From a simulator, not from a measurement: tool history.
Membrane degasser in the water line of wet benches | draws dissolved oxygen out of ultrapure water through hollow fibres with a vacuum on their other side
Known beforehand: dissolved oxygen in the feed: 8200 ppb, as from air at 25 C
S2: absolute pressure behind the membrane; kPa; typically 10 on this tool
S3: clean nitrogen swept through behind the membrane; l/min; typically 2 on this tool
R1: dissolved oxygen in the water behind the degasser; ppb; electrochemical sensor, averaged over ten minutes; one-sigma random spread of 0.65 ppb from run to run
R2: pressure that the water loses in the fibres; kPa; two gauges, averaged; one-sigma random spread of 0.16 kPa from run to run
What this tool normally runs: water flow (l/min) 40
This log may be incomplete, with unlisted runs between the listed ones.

Run 1, hour 0: usual settings. Result: R1 308.2 ppb, R2 43.82 kPa.
Run 2, hour 182.6: usual settings. Result: R1 307.8 ppb, R2 43.47 kPa.
Run 3, hour 314.4: usual settings. Result: R1 308.3 ppb, R2 43.67 kPa.
Run 4, hour 459.9: usual settings. Result: R1 309.8 ppb, R2 43.66 kPa.
Run 5, hour 583.3: usual settings but water flow (l/min) 26. Result: R1 203.8 ppb, R2 28.16 kPa.
At hour 699.5: seals of the vacuum lines changed.
At hour 758.8: vacuum gauge calibrated.
Run 6, hour 765.5: usual settings but water flow (l/min) 26. Result: R1 203.4 ppb, R2 28.41 kPa.
Run 7, hour 886.1: usual settings but water flow (l/min) 51. Result: R1 396.1 ppb, R2 55.33 kPa.
Run 8, hour 965.6: usual settings but S2 21.2 kPa. Result: R1 751.3 ppb, R2 43.41 kPa.
Run 9, hour 1044.7: usual settings but S2 21.2 kPa. Result: R1 749.9 ppb, R2 43.55 kPa.
Run 10, hour 1213.1: usual settings but S2 21.2 kPa. Result: R1 751.6 ppb, R2 43.43 kPa.
Run 11, hour 1379.3: usual settings. Result: R1 309.7 ppb, R2 43.57 kPa.
Run 12, hour 1507.3: usual settings but S3 1.94 l/min. Result: R1 316.9 ppb, R2 43.54 kPa.
Run 13, hour 1611.6: usual settings. Result: R1 309.1 ppb, R2 43.48 kPa.
Run 14, hour 1788.7: usual settings. Result: R1 309.3 ppb, R2 43.5 kPa.
Run 15, hour 1910: usual settings but water flow (l/min) 25. Result: R1 195.2 ppb, R2 27.13 kPa.
Run 16, hour 2063: usual settings. Result: R1 308.8 ppb, R2 43.56 kPa.
Run 17, hour 2204.9: usual settings but water flow (l/min) 64, S2 9.1 kPa, S3 4.37 l/min. Result: R1 265.3 ppb, R2 69.82 kPa.
Run 18, hour 2370.4: usual settings but water flow (l/min) 64, S2 9.1 kPa, S3 4.37 l/min. Result: R1 264.7 ppb, R2 69.42 kPa.
Run 19, hour 2491.5: usual settings but S3 1.12 l/min. Result: R1 489.2 ppb, R2 43.45 kPa.
Run 20, hour 2609: usual settings but water flow (l/min) 47, S2 18 kPa, S3 5.76 l/min. Result: R1 306.9 ppb, R2 50.96 kPa.
Run 21, hour 2791.6: usual settings but water flow (l/min) 28, S2 11.3 kPa. Result: R1 258 ppb, R2 30.38 kPa.
Run 22, hour 2930.4: usual settings but water flow (l/min) 38, S2 11.3 kPa, S3 5.82 l/min. Result: R1 138.8 ppb, R2 41.2 kPa.
Run 23, hour 3070.5: usual settings but water flow (l/min) 33, S2 11.3 kPa, S3 2.14 l/min. Result: R1 284.9 ppb, R2 35.73 kPa.
Run 24, hour 3157.6: usual settings but water flow (l/min) 33, S2 11.3 kPa, S3 2.14 l/min. Result: R1 285.1 ppb, R2 35.86 kPa.
Run 25, hour 3285: usual settings but water flow (l/min) 52. Result: R1 403 ppb, R2 56.56 kPa.
Run 26, hour 3394.4: usual settings but water flow (l/min) 49, S2 19 kPa, S3 4.25 l/min. Result: R1 437.3 ppb, R2 53.09 kPa.
Run 27, hour 3485.6: usual settings but water flow (l/min) 48, S2 22.6 kPa, S3 1.71 l/min. Result: R1 1060.1 ppb, R2 52.4 kPa.
Run 28, hour 3569.1: usual settings but water flow (l/min) 61, S2 6.3 kPa, S3 3.47 l/min. Result: R1 184.6 ppb, R2 66.22 kPa.
Run 29, hour 3743.2: usual settings but water flow (l/min) 41. Result: R1 316.4 ppb, R2 44.78 kPa.
Run 30, hour 3912.2: usual settings but water flow (l/min) 25, S2 10.4 kPa, S3 4.32 l/min. Result: R1 102.2 ppb, R2 27.12 kPa.
Run 31, hour 4081.2: usual settings but water flow (l/min) 39, S2 18.9 kPa, S3 2.61 l/min. Result: R1 520.3 ppb, R2 42.11 kPa.

4 options for the next run, each taken on its own from the tool as it stands now. Forecast them:
Run A, hour 4217.3: usual settings but S2 8.2 kPa. Result: R1 ?, R2 ?.
Run B, hour 4217.3: usual settings but water flow (l/min) 57. Result: R1 ?, R2 ?.
Run C, hour 4217.3: usual settings but S2 7.3 kPa, S3 5.76 l/min. Result: R1 ?, R2 ?.
Run D, hour 4217.3: usual settings but water flow (l/min) 52, S2 6.3 kPa, S3 4.18 l/min. Result: R1 ?, R2 ?.

run     R1     R2
  A  233.6  43.71
  B  444.4  61.94
  C   84.2  43.47
  D  127.8  56.33
With no hidden state in the tool, these same runs would have given:
run     R1     R2
  A  233.5  43.69
  B  444.2  61.91
  C   84.1  43.45
  D  127.6   56.3
